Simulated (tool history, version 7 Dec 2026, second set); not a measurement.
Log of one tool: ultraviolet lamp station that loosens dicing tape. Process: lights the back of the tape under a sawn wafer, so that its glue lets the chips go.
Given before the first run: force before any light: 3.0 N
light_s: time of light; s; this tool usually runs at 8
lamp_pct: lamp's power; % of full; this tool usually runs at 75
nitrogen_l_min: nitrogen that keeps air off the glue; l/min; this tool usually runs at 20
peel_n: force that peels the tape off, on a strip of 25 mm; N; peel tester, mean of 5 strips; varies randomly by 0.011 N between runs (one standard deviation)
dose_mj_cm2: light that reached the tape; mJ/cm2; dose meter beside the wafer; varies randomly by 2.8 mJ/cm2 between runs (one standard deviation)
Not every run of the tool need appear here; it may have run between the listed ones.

run     day  light_s  lamp_pct  nitrogen_l_min  peel_n  dose_mj_cm2
  1       0        8        75              20    0.79          260
  2   1.521        8        75              20   0.817          257
  3   3.683        8        75              20    0.85          249
  4   6.312        8        75              20   0.856          243
  5   7.733        6        75              20   1.117          185
  6  10.188        6        75              20   1.154          174
     10.617  -- window cleaned of glue's vapour
  7  11.992        6        75              20   1.265          165
  8  13.521        6        75              20   1.221          165
  9  15.329        8        75              21   0.955          213
     17.479  -- window cleaned of glue's vapour, once more
 10  17.638        8        75              21   0.847          247
 11  19.925        8        75              15   0.971          235
 12  22.392        8        86              20   0.784          268
 13  24.004        8        93              20   0.712          283
     24.954  -- lamp changed
 14  26.021        8        93              20   0.399          468
 15  27.879        8        93              20   0.402          467
 16  29.417        8        93              20   0.414          456
 17  30.538        8        93              20   0.398          454
 18  33.292        8        75              34   0.466          360
 19  34.617        8        75              34   0.468          356
     35.225  -- window cleaned of glue's vapour
 20  37.225        6        75              20   0.731          284
 21  38.788        8        89              20   0.426          438

Estimate the outcome of run 22 from the log above:
 22  40.158        8        89              20       ?            ?

{"run 22": {"peel_n": 0.435, "dose_mj_cm2": 434}}
With no hidden state in the tool, this same run would have given peel_n 0.4 N, dose_mj_cm2 467 mJ/cm2.

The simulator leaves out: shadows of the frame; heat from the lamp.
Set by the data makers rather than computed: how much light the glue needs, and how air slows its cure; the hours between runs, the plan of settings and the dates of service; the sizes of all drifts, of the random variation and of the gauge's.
